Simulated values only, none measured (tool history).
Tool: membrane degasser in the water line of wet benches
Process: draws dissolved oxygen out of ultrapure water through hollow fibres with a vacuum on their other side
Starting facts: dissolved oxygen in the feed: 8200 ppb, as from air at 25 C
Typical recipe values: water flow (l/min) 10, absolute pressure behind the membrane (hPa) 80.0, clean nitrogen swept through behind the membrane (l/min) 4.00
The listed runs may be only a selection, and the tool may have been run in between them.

run	hour	water flow (l/min)	absolute pressure behind the membrane (hPa)	clean nitrogen swept through behind the membrane (l/min)	dissolved oxygen in the water behind the degasser (ppb)	pressure that the water loses in the fibres (hPa)
1	0.0	10	80.0	4.00	39.4	571.2
2	63.2	10	80.0	4.00	39.9	569.4
3	139.4	10	80.0	4.00	38.8	574.4
4	214.7	10	80.0	4.00	39.1	571.3
5	338.4	10	80.0	4.00	38.6	579.6
6	411.9	10	80.0	4.00	39.0	573.8
7	543.0	10	80.0	4.00	39.6	572.8
8	660.6	10	80.0	4.00	39.5	573.2
9	750.5	10	80.0	4.00	39.6	572.3
10	806.9	10	80.0	4.00	38.8	573.5
11	898.2	10	80.0	4.00	39.1	574.5
12	992.2	10	80.0	4.00	39.3	569.0
13	1091.6	12	80.0	4.00	51.2	691.7
14	1163.9	12	80.0	4.00	51.0	689.6
15	1244.3	12	80.0	4.00	51.2	695.5
16	1324.5	13	92.0	5.35	53.4	744.3
# hour 1433.0: seals of the vacuum lines changed
17	1437.2	12	80.0	2.23	73.9	686.8
# hour 1510.0: vacuum gauge calibrated
18	1526.5	12	80.0	2.23	73.5	688.5
19	1627.2	14	106.4	6.17	56.4	808.4
20	1690.1	14	106.4	6.17	56.2	806.3
21	1763.0	14	92.0	1.80	125.5	811.2
22	1887.7	12	69.9	6.45	27.5	690.6
23	1973.9	12	69.9	6.45	27.6	696.8
24	2051.8	12	69.9	6.45	28.5	694.0
25	2177.0	12	69.9	6.45	27.9	693.3
26	2287.3	8	135.7	6.46	35.6	458.4
27	2352.5	13	135.7	2.06	169.9	751.0
28	2453.1	14	80.0	4.00	57.5	811.4
29	2525.1	7	171.0	4.00	62.7	405.2
30	2644.2	7	171.0	4.00	63.0	404.4

Hidden state or all else? Some run-to-run changes of dissolved oxygen in the water behind the degasser (ppb), split into what the settings, what came in and random variation would give without the hidden state, and what is left for the hidden state (with any gauge scatter that isn't in both results):
The tool's hidden condition here consists of: membrane still open, %; true pressure behind the membrane over the reading, kPa; air that leaks in behind the membrane, l/min; drift of the gauge itself on oxygen_ppb, %; drift of the gauge itself on loss_of_pressure_kpa, %.
Run 17 -> 18: vacuum gauge calibrated. dissolved oxygen in the water behind the degasser (ppb) -0.4: hidden state -3.7, all else +3.3.
Run 21 -> 22: water flow (l/min) 14 -> 12, absolute pressure behind the membrane (hPa) 92.0 -> 69.9, clean nitrogen swept through behind the membrane (l/min) 1.80 -> 6.45. dissolved oxygen in the water behind the degasser (ppb) -98.0: hidden state -0.8, all else -97.2.
Run 26 -> 27: water flow (l/min) 8 -> 13, clean nitrogen swept through behind the membrane (l/min) 6.46 -> 2.06. dissolved oxygen in the water behind the degasser (ppb) +134.3: hidden state +2.3, all else +132.0.
Run 27 -> 28: water flow (l/min) 13 -> 14, absolute pressure behind the membrane (hPa) 135.7 -> 80.0, clean nitrogen swept through behind the membrane (l/min) 2.06 -> 4.00. dissolved oxygen in the water behind the degasser (ppb) -112.4: hidden state -0.2, all else -112.2.
Run 28 -> 29: water flow (l/min) 14 -> 7, absolute pressure behind the membrane (hPa) 80.0 -> 171.0. dissolved oxygen in the water behind the degasser (ppb) +5.2: hidden state -1.7, all else +6.9.
